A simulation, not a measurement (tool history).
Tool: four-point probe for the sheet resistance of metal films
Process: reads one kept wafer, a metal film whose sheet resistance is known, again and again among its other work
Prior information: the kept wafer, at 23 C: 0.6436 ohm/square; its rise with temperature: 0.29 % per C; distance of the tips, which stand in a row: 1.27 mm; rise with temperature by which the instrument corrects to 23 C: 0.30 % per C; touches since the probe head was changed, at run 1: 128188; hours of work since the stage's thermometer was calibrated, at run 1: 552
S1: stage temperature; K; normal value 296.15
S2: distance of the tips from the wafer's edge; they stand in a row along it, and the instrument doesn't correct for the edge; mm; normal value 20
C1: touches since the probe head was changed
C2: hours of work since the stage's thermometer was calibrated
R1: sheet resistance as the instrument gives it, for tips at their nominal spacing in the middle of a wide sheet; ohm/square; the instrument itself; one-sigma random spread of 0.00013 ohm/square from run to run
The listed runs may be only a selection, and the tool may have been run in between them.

Run 1, day 0.000: usual settings; C1 128188; C2 552. Result: R1 0.636215 ohm/square.
Run 2, day 2.662: usual settings; C1 130220; C2 586. Result: R1 0.635901 ohm/square.
At day 4.567: new probe head fitted.
Run 3, day 5.504: usual settings but S2 28 mm; C1 718; C2 622. Result: R1 0.644737 ohm/square.
Run 4, day 8.254: usual settings; C1 2817; C2 657. Result: R1 0.645039 ohm/square.
Run 5, day 11.133: usual settings; C1 5014; C2 694. Result: R1 0.644953 ohm/square.
Run 6, day 15.008: usual settings but S1 297.15 K; C1 7973; C2 744. Result: R1 0.644697 ohm/square.
Run 7, day 16.896: usual settings; C1 9413; C2 768. Result: R1 0.644467 ohm/square.
Run 8, day 20.838: usual settings; C1 12421; C2 818. Result: R1 0.644717 ohm/square.
Run 9, day 24.975: usual settings; C1 15581; C2 871. Result: R1 0.644307 ohm/square.
Run 10, day 28.629: usual settings; C1 18370; C2 918. Result: R1 0.644254 ohm/square.
Run 11, day 32.683: usual settings but S1 298.15 K, S2 4 mm; C1 21466; C2 969. Result: R1 0.675410 ohm/square.
Run 12, day 36.421: usual settings but S1 298.15 K, S2 14 mm; C1 24319; C2 1017. Result: R1 0.645031 ohm/square.
Run 13, day 40.254: usual settings but S1 298.15 K, S2 14 mm; C1 27244; C2 1066. Result: R1 0.645270 ohm/square.
Run 14, day 42.138: usual settings but S1 304.15 K, S2 45 mm; C1 28683; C2 1090. Result: R1 0.642101 ohm/square.
Run 15, day 46.275: usual settings but S1 304.15 K, S2 45 mm; C1 31843; C2 1143. Result: R1 0.641918 ohm/square.
Run 16, day 50.042: usual settings but S1 294.15 K, S2 69 mm; C1 34718; C2 1191. Result: R1 0.642106 ohm/square.
Run 17, day 52.096: usual settings but S1 302.15 K, S2 71 mm; C1 36285; C2 1217. Result: R1 0.641657 ohm/square.
At day 54.462: stage's thermometer calibrated.
Run 18, day 56.488: usual settings but S1 302.15 K, S2 71 mm; C1 39622; C2 26. Result: R1 0.642106 ohm/square.
Run 19, day 60.042: usual settings but S1 302.15 K, S2 71 mm; C1 42336; C2 71. Result: R1 0.641729 ohm/square.

Consider 3 possible next runs. They are alternatives, not a sequence: every one starts from the tool as it was left by run 19. What does each give?
Run A, day 63.088: usual settings but S1 302.15 K, S2 69 mm; C1 44661; C2 110. Result: R1 ?.
Run B, day 63.088: usual settings but S1 298.15 K, S2 17 mm; C1 44661; C2 110. Result: R1 ?.
Run C, day 63.088: usual settings but S1 292.15 K, S2 49 mm; C1 44661; C2 110. Result: R1 ?.

run        R1
  A  0.641629
  B  0.643832
  C  0.642537
Take away the tool's hidden state, keep each run's random variation, and the runs would have read:
run        R1
  A  0.643239
  B  0.645450
  C  0.644156
